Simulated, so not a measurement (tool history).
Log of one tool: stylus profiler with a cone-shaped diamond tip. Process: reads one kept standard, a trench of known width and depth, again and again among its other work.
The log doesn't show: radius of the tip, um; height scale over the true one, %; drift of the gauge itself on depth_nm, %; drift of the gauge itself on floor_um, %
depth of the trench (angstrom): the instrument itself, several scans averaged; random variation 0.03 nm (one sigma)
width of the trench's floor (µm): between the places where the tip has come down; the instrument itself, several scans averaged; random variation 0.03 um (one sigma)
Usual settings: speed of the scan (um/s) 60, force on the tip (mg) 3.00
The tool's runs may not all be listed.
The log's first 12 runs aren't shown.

run,hour,speed of the scan (um/s),force on the tip (mg),scans with this tip,hours of work since the height scale was calibrated,depth of the trench (angstrom),width of the trench's floor (µm)
13,230.9,18,3.00,4415,624,1005.3,48.39
14,241.4,60,3.00,4470,632,1005.7,48.20
# hour 243.2: height scale calibrated on a step standard
15,262.1,56,3.00,4575,14,1004.7,48.26
16,272.7,56,5.07,4630,22,1008.3,48.32
17,294.5,24,3.91,4743,38,1006.4,48.38
18,305.8,15,1.48,4802,46,1002.1,48.37
19,316.2,15,1.48,4856,54,1002.4,48.40
20,336.1,43,3.00,4959,68,1004.9,48.34
21,352.4,163,8.33,5044,80,1012.7,48.07
22,366.4,16,5.11,5116,90,1007.7,48.43
23,388.8,16,5.11,5233,107,1007.9,48.46
# hour 398.7: height scale calibrated on a step standard, once more
24,411.9,57,2.89,5351,10,1007.5,48.22
25,436.6,18,4.35,5479,28,1009.8,48.49
26,462.2,68,1.11,5612,47,1003.1,47.95
27,479.1,76,1.11,5700,59,1003.5,47.90
28,501.4,38,3.25,5815,75,1007.7,48.33
29,526.1,125,6.46,5944,94,1012.7,48.03
30,544.9,30,8.23,6041,107,1015.0,48.39
31,560.7,16,2.77,6123,119,1007.2,48.39

5 ways to go on from here, each from the tool as it stands after run 31. What would each give?
A,581.1,21,2.43,6229,134,?,?
B,581.1,47,1.28,6229,134,?,?
C,581.1,24,3.79,6229,134,?,?
D,581.1,87,8.54,6229,134,?,?
E,581.1,60,5.09,6229,134,?,?

run,depth of the trench (angstrom),width of the trench's floor (µm)
A,1006.2,48.38
B,1004.1,48.10
C,1009.1,48.39
D,1015.5,48.28
E,1010.6,48.27
Without the tool's hidden state the same runs would have given:
run,depth of the trench (angstrom),width of the trench's floor (µm)
A,1006.7,48.48
B,1004.6,48.20
C,1009.6,48.49
D,1016.0,48.38
E,1011.1,48.37
